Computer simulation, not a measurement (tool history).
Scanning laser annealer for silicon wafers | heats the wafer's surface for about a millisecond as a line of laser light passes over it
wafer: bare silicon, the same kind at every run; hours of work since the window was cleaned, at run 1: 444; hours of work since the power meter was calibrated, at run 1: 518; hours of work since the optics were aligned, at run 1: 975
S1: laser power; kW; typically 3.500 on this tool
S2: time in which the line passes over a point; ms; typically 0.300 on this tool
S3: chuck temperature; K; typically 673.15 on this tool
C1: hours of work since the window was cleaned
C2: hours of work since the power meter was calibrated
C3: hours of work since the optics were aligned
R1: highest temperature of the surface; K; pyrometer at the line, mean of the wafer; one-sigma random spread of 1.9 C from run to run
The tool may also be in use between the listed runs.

Run 1, day 0.000: usual settings; C1 444; C2 518; C3 975. Result: R1 1408.15 K.
Run 2, day 1.083: usual settings but S2 0.272 ms; C1 460; C2 534; C3 991. Result: R1 1376.15 K.
Run 3, day 2.046: usual settings but S2 0.272 ms; C1 474; C2 548; C3 1005. Result: R1 1375.15 K.
Run 4, day 3.562: usual settings but S2 0.272 ms; C1 496; C2 570; C3 1027. Result: R1 1372.15 K.
Run 5, day 5.262: usual settings but S2 0.272 ms; C1 521; C2 595; C3 1052. Result: R1 1372.15 K.
Run 6, day 6.933: usual settings but S1 3.413 kW; C1 546; C2 619; C3 1076. Result: R1 1379.15 K.
Run 7, day 7.858: usual settings but S1 3.413 kW; C1 559; C2 633; C3 1090. Result: R1 1376.15 K.
Run 8, day 8.621: usual settings; C1 570; C2 644; C3 1101. Result: R1 1401.15 K.
Run 9, day 10.067: usual settings but S3 691.15 K; C1 591; C2 665; C3 1122. Result: R1 1413.15 K.
Run 10, day 10.846: usual settings but S3 691.15 K; C1 603; C2 676; C3 1133. Result: R1 1413.15 K.
At day 11.671: window over the wafer cleaned.
Run 11, day 11.892: usual settings but S3 691.15 K; C1 3; C2 690; C3 1147. Result: R1 1401.15 K.
Run 12, day 13.104: usual settings but S3 691.15 K; C1 21; C2 708; C3 1165. Result: R1 1401.15 K.
Run 13, day 14.842: usual settings but S3 661.15 K; C1 46; C2 734; C3 1190. Result: R1 1373.15 K.
Run 14, day 16.583: usual settings; C1 72; C2 759; C3 1216. Result: R1 1376.15 K.
Run 15, day 18.112: usual settings; C1 94; C2 781; C3 1238. Result: R1 1375.15 K.
Run 16, day 19.321: usual settings; C1 112; C2 799; C3 1256. Result: R1 1376.15 K.
At day 20.446: window over the wafer cleaned, once more.
Run 17, day 20.446: usual settings; C1 0; C2 814; C3 1271. Result: R1 1447.15 K.
Run 18, day 21.754: usual settings; C1 19; C2 833; C3 1290. Result: R1 1447.15 K.
Run 19, day 22.733: usual settings; C1 33; C2 848; C3 1305. Result: R1 1445.15 K.
Run 20, day 24.288: usual settings but S3 699.15 K; C1 56; C2 870; C3 1327. Result: R1 1467.15 K.
Run 21, day 25.846: usual settings but S3 699.15 K; C1 79; C2 893; C3 1350. Result: R1 1465.15 K.
Run 22, day 26.817: usual settings but S1 3.517 kW, S2 0.376 ms; C1 93; C2 907; C3 1364. Result: R1 1526.15 K.
Run 23, day 28.454: usual settings but S1 3.701 kW, S2 0.287 ms, S3 637.15 K; C1 117; C2 931; C3 1388. Result: R1 1441.15 K.
Run 24, day 30.229: usual settings but S1 3.701 kW, S2 0.335 ms, S3 645.15 K; C1 143; C2 957; C3 1414. Result: R1 1507.15 K.
At day 32.129: optics aligned, line set to its width.
Run 25, day 32.171: usual settings but S1 3.359 kW, S2 0.270 ms, S3 645.15 K; C1 168; C2 982; C3 1. Result: R1 1356.15 K.
Run 26, day 33.454: usual settings but S2 0.261 ms; C1 187; C2 1001; C3 19. Result: R1 1407.15 K.
Run 27, day 35.117: usual settings but S2 0.261 ms; C1 211; C2 1025; C3 44. Result: R1 1403.15 K.
Run 28, day 36.508: usual settings but S1 3.814 kW, S2 0.313 ms, S3 692.15 K; C1 232; C2 1046; C3 64. Result: R1 1582.15 K.
Run 29, day 37.992: usual settings but S1 3.814 kW, S2 0.313 ms, S3 692.15 K; C1 253; C2 1067; C3 86. Result: R1 1575.15 K.
Run 30, day 39.646: usual settings but S1 3.814 kW, S2 0.313 ms, S3 692.15 K; C1 277; C2 1092; C3 110. Result: R1 1574.15 K.
Run 31, day 40.946: usual settings but S1 3.814 kW, S2 0.313 ms, S3 692.15 K; C1 296; C2 1111; C3 129. Result: R1 1572.15 K.

Run 32 comes next. What will it give?
Run 32, day 41.692: usual settings but S2 0.282 ms, S3 700.15 K; C1 307; C2 1121; C3 140. Result: R1 ?.

{"run 32": {"R1": 1448.15}}
Minus the tool's unlogged condition, the same run would have read R1 1470.15 K.
